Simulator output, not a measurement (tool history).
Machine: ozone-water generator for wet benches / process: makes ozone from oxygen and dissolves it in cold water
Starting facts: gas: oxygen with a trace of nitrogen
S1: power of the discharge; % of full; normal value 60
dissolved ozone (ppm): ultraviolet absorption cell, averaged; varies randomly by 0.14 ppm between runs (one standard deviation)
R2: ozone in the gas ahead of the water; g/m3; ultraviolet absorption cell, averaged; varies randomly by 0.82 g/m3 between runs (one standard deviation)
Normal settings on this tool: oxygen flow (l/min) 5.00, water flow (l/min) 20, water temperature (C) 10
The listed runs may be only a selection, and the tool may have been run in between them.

run 1 day=0.000 | S1=60 oxygen_flow_(l/min)=5.00 water_flow_(l/min)=20 water_temperature_(C)=10 | dissolved_ozone_(ppm)=16.3 R2=127.3
run 2 day=1.321 | S1=43 oxygen_flow_(l/min)=5.00 water_flow_(l/min)=20 water_temperature_(C)=10 | dissolved_ozone_(ppm)=12.6 R2=100.4
run 3 day=2.171 | S1=60 oxygen_flow_(l/min)=5.00 water_flow_(l/min)=20 water_temperature_(C)=10 | dissolved_ozone_(ppm)=16.1 R2=128.2
run 4 day=2.879 | S1=60 oxygen_flow_(l/min)=5.00 water_flow_(l/min)=22 water_temperature_(C)=10 | dissolved_ozone_(ppm)=15.0 R2=127.9
run 5 day=4.050 | S1=60 oxygen_flow_(l/min)=6.04 water_flow_(l/min)=20 water_temperature_(C)=10 | dissolved_ozone_(ppm)=16.3 R2=115.0
run 6 day=4.896 | S1=60 oxygen_flow_(l/min)=6.04 water_flow_(l/min)=20 water_temperature_(C)=10 | dissolved_ozone_(ppm)=16.3 R2=114.1
run 7 day=6.279 | S1=60 oxygen_flow_(l/min)=4.80 water_flow_(l/min)=20 water_temperature_(C)=10 | dissolved_ozone_(ppm)=16.1 R2=130.0
run 8 day=7.292 | S1=60 oxygen_flow_(l/min)=4.80 water_flow_(l/min)=20 water_temperature_(C)=10 | dissolved_ozone_(ppm)=15.8 R2=131.2
run 9 day=8.412 | S1=60 oxygen_flow_(l/min)=7.51 water_flow_(l/min)=20 water_temperature_(C)=10 | dissolved_ozone_(ppm)=15.6 R2=99.5
run 10 day=9.442 | S1=60 oxygen_flow_(l/min)=5.00 water_flow_(l/min)=20 water_temperature_(C)=10 | dissolved_ozone_(ppm)=16.0 R2=126.8
run 11 day=10.617 | S1=60 oxygen_flow_(l/min)=5.00 water_flow_(l/min)=20 water_temperature_(C)=10 | dissolved_ozone_(ppm)=15.8 R2=125.3
run 12 day=11.862 | S1=60 oxygen_flow_(l/min)=3.34 water_flow_(l/min)=20 water_temperature_(C)=10 | dissolved_ozone_(ppm)=15.6 R2=162.4
run 13 day=13.225 | S1=60 oxygen_flow_(l/min)=5.00 water_flow_(l/min)=20 water_temperature_(C)=10 | dissolved_ozone_(ppm)=16.0 R2=127.0
run 14 day=14.892 | S1=60 oxygen_flow_(l/min)=2.75 water_flow_(l/min)=20 water_temperature_(C)=10 | dissolved_ozone_(ppm)=15.1 R2=183.6
run 15 day=16.217 | S1=59 oxygen_flow_(l/min)=5.30 water_flow_(l/min)=25 water_temperature_(C)=16 | dissolved_ozone_(ppm)=12.1 R2=121.2
run 16 day=17.550 | S1=59 oxygen_flow_(l/min)=5.30 water_flow_(l/min)=25 water_temperature_(C)=16 | dissolved_ozone_(ppm)=12.5 R2=120.7
run 17 day=19.146 | S1=59 oxygen_flow_(l/min)=5.30 water_flow_(l/min)=25 water_temperature_(C)=16 | dissolved_ozone_(ppm)=12.1 R2=121.1
run 18 day=20.200 | S1=87 oxygen_flow_(l/min)=2.95 water_flow_(l/min)=22 water_temperature_(C)=6 | dissolved_ozone_(ppm)=19.0 R2=227.6
run 19 day=20.929 | S1=87 oxygen_flow_(l/min)=2.95 water_flow_(l/min)=22 water_temperature_(C)=6 | dissolved_ozone_(ppm)=18.6 R2=226.3
run 20 day=22.108 | S1=60 oxygen_flow_(l/min)=5.00 water_flow_(l/min)=31 water_temperature_(C)=8 | dissolved_ozone_(ppm)=11.2 R2=126.5
run 21 day=23.588 | S1=60 oxygen_flow_(l/min)=5.00 water_flow_(l/min)=17 water_temperature_(C)=10 | dissolved_ozone_(ppm)=17.6 R2=126.1
run 22 day=25.212 | S1=42 oxygen_flow_(l/min)=5.00 water_flow_(l/min)=17 water_temperature_(C)=11 | dissolved_ozone_(ppm)=13.4 R2=96.7
run 23 day=26.229 | S1=96 oxygen_flow_(l/min)=2.59 water_flow_(l/min)=17 water_temperature_(C)=11 | dissolved_ozone_(ppm)=23.5 R2=260.1
run 24 day=27.450 | S1=96 oxygen_flow_(l/min)=5.21 water_flow_(l/min)=24 water_temperature_(C)=11 | dissolved_ozone_(ppm)=19.0 R2=172.7
run 25 day=28.312 | S1=96 oxygen_flow_(l/min)=5.21 water_flow_(l/min)=24 water_temperature_(C)=11 | dissolved_ozone_(ppm)=19.0 R2=173.1
run 26 day=29.021 | S1=60 oxygen_flow_(l/min)=5.00 water_flow_(l/min)=12 water_temperature_(C)=15 | dissolved_ozone_(ppm)=20.5 R2=125.9
run 27 day=29.921 | S1=44 oxygen_flow_(l/min)=5.00 water_flow_(l/min)=12 water_temperature_(C)=15 | dissolved_ozone_(ppm)=16.4 R2=100.9

5 ways to go on from here, each from the tool as it stands after run 27. What would each give?
run A day=30.838 | S1=60 oxygen_flow_(l/min)=5.00 water_flow_(l/min)=17 water_temperature_(C)=12 | dissolved_ozone_(ppm)=? R2=?
run B day=30.838 | S1=44 oxygen_flow_(l/min)=3.22 water_flow_(l/min)=12 water_temperature_(C)=15 | dissolved_ozone_(ppm)=? R2=?
run C day=30.838 | S1=60 oxygen_flow_(l/min)=5.00 water_flow_(l/min)=27 water_temperature_(C)=10 | dissolved_ozone_(ppm)=? R2=?
run D day=30.838 | S1=44 oxygen_flow_(l/min)=5.41 water_flow_(l/min)=12 water_temperature_(C)=15 | dissolved_ozone_(ppm)=? R2=?
run E day=30.838 | S1=44 oxygen_flow_(l/min)=5.47 water_flow_(l/min)=12 water_temperature_(C)=15 | dissolved_ozone_(ppm)=? R2=?

run=A dissolved_ozone_(ppm)=17.3 R2=124.5
run=B dissolved_ozone_(ppm)=17.1 R2=131.0
run=C dissolved_ozone_(ppm)=12.2 R2=124.7
run=D dissolved_ozone_(ppm)=16.2 R2=96.5
run=E dissolved_ozone_(ppm)=16.2 R2=94.0
The same runs, with their run-to-run variation unchanged, on a tool lacking any hidden condition would have given:
run=A dissolved_ozone_(ppm)=18.6 R2=129.1
run=B dissolved_ozone_(ppm)=18.1 R2=134.6
run=C dissolved_ozone_(ppm)=13.2 R2=129.4
run=D dissolved_ozone_(ppm)=17.2 R2=99.1
run=E dissolved_ozone_(ppm)=17.2 R2=96.6
